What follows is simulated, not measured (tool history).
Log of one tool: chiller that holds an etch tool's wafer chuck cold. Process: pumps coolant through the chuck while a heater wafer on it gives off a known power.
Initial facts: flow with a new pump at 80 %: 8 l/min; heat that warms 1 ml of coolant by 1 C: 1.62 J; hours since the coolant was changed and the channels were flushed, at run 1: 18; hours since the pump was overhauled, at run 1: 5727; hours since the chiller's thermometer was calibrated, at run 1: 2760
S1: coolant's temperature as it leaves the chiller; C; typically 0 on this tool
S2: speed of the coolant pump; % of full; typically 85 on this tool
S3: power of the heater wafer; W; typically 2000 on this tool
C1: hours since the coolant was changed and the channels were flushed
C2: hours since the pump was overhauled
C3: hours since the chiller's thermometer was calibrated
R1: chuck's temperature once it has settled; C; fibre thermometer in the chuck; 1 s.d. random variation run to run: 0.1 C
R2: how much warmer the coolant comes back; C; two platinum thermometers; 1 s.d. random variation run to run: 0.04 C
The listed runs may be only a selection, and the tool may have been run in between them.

run	day	S1	S2	S3	C1	C2	C3	R1	R2
1	0	0	85	2000	18	5727	2760	16.7	9.43
2	6.012	0	71	2000	162	5872	2904	19.4	11.46
3	12.146	0	71	2000	309	6019	3051	19.5	11.58
4	16.962	0	76	2000	425	6135	3167	18.7	10.76
# day 19.125: chiller's thermometer calibrated
5	22.658	0	76	2000	560	6270	85	18.1	10.77
6	27.829	0	76	2000	685	6394	209	18.1	10.85
7	33.354	0	76	2000	817	6527	342	18.5	10.79
8	38.142	0	76	2000	932	6642	456	18.5	10.84
9	42.246	0	76	2000	1031	6740	555	18.6	10.88
# day 46.504: coolant pump overhauled
10	47.917	0	76	2000	1162	34	686	17.4	9.82
11	50.675	0	94	2000	1228	100	752	15	7.85
12	55.15	0	94	2000	1335	208	860	14.8	7.84
13	59.542	0	94	2000	1441	313	965	15	7.78
14	62.429	0	85	1465	1510	382	1034	11.9	6.39
15	69.117	0	85	1465	1670	543	1195	11.9	6.38
16	73.425	0	83	2000	1774	646	1298	17	9.08
17	79.746	6	86	2360	1926	798	1450	25.5	10.27
18	84.642	6	94	2360	2043	915	1567	24.4	9.42
19	87.646	6	94	2360	2115	987	1639	24.5	9.37
20	91.583	-6	76	2360	2210	1082	1734	15.7	11.74
21	96.288	-6	76	2360	2323	1195	1847	15.9	11.82
22	103.054	0	90	1136	2485	1357	2009	9.6	4.75
23	107.975	0	85	1376	2603	1475	2127	11.9	6.12
24	112.217	0	85	1376	2705	1577	2229	12.2	6.19
25	115.95	9	74	1130	2794	1667	2319	20.2	5.9
26	122.525	9	74	1130	2952	1825	2477	20.4	5.88
27	127.338	4	85	2000	3068	1940	2592	21.7	9
28	130.638	4	85	2000	3147	2019	2671	21.9	9.01
29	135.746	7	63	1520	3270	2142	2794	24.1	9.49
30	140.496	8	93	2286	3384	2256	2908	27.5	9.3
31	143.992	-7	68	2000	3467	2340	2992	14.4	11.5
32	150.462	-7	68	2000	3623	2495	3147	14.9	11.65

Here are 3 independent what-if runs from the current tool condition. What would each one return?
# day 153.204: chiller's thermometer calibrated
A	154.779	4	68	2068	3725	2598	38	?	?
# day 153.204: chiller's thermometer calibrated
B	154.779	4	77	1116	3725	2598	38	?	?
# day 153.204: chiller's thermometer calibrated
C	154.779	-7	92	2000	3725	2598	38	?	?

run	R1	R2
A	25.9	11.97
B	14.8	5.57
C	9.8	8.3
Stripped of hidden state, with their random variation kept, the same runs would have yielded:
run	R1	R2
A	22.8	11.46
B	13.3	5.33
C	7.3	7.94
